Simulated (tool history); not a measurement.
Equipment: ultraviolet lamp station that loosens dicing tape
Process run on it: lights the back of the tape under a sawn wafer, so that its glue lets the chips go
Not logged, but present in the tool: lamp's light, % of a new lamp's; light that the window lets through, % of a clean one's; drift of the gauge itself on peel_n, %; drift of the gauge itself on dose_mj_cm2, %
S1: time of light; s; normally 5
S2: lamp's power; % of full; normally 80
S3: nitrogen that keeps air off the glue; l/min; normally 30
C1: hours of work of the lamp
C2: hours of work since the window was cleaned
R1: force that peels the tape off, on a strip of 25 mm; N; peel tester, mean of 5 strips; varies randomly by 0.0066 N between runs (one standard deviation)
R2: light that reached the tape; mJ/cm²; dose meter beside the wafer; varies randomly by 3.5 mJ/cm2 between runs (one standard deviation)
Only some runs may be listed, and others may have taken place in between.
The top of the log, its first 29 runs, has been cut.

run 30 hour=1205.5 | S1=3 S2=67 S3=17 | C1=617 C2=323 | R1=1.980 R2=220
run 31 hour=1234.6 | S1=3 S2=69 S3=38 | C1=638 C2=345 | R1=1.229 R2=221
run 32 hour=1282.0 | S1=2 S2=83 S3=30 | C1=673 C2=380 | R1=1.951 R2=179
run 33 hour=1326.4 | S1=3 S2=89 S3=30 | C1=705 C2=412 | R1=0.971 R2=277
run 34 hour=1383.0 | S1=3 S2=89 S3=30 | C1=747 C2=454 | R1=1.022 R2=271
run 35 hour=1416.5 | S1=5 S2=78 S3=56 | C1=772 C2=478 | R1=0.303 R2=394
-- hour=1438.2 lamp changed
run 36 hour=1447.9 | S1=5 S2=78 S3=56 | C1=7 C2=501 | R1=0.194 R2=503
run 37 hour=1492.2 | S1=5 S2=70 S3=30 | C1=40 C2=533 | R1=0.356 R2=446
run 38 hour=1543.8 | S1=5 S2=70 S3=30 | C1=78 C2=571 | R1=0.367 R2=436
-- hour=1593.6 window cleaned of glue's vapour
run 39 hour=1594.1 | S1=6 S2=80 S3=16 | C1=114 C2=0 | R1=0.281 R2=656
run 40 hour=1625.4 | S1=5 S2=75 S3=30 | C1=137 C2=23 | R1=0.274 R2=506
run 41 hour=1682.9 | S1=5 S2=75 S3=30 | C1=179 C2=66 | R1=0.284 R2=496
run 42 hour=1732.6 | S1=9 S2=75 S3=22 | C1=216 C2=102 | R1=0.132 R2=869

Each row is a separate what-if for the run after 42, all from the same tool condition, not one after another. Results?
run A hour=1784.7 | S1=9 S2=88 S3=23 | C1=254 C2=140 | R1=? R2=?
run B hour=1784.7 | S1=3 S2=80 S3=9 | C1=254 C2=140 | R1=? R2=?
run C hour=1784.7 | S1=5 S2=75 S3=44 | C1=254 C2=140 | R1=? R2=?
run D hour=1784.7 | S1=3 S2=90 S3=22 | C1=254 C2=140 | R1=? R2=?
run E hour=1784.7 | S1=3 S2=75 S3=22 | C1=254 C2=140 | R1=? R2=?

run=A R1=0.135 R2=1006
run=B R1=1.702 R2=307
run=C R1=0.238 R2=478
run=D R1=0.792 R2=339
run=E R1=1.125 R2=284
What these runs would have given with no unlogged condition in the tool:
run=A R1=0.131 R2=1114
run=B R1=1.476 R2=340
run=C R1=0.199 R2=530
run=D R1=0.643 R2=376
run=E R1=0.937 R2=315
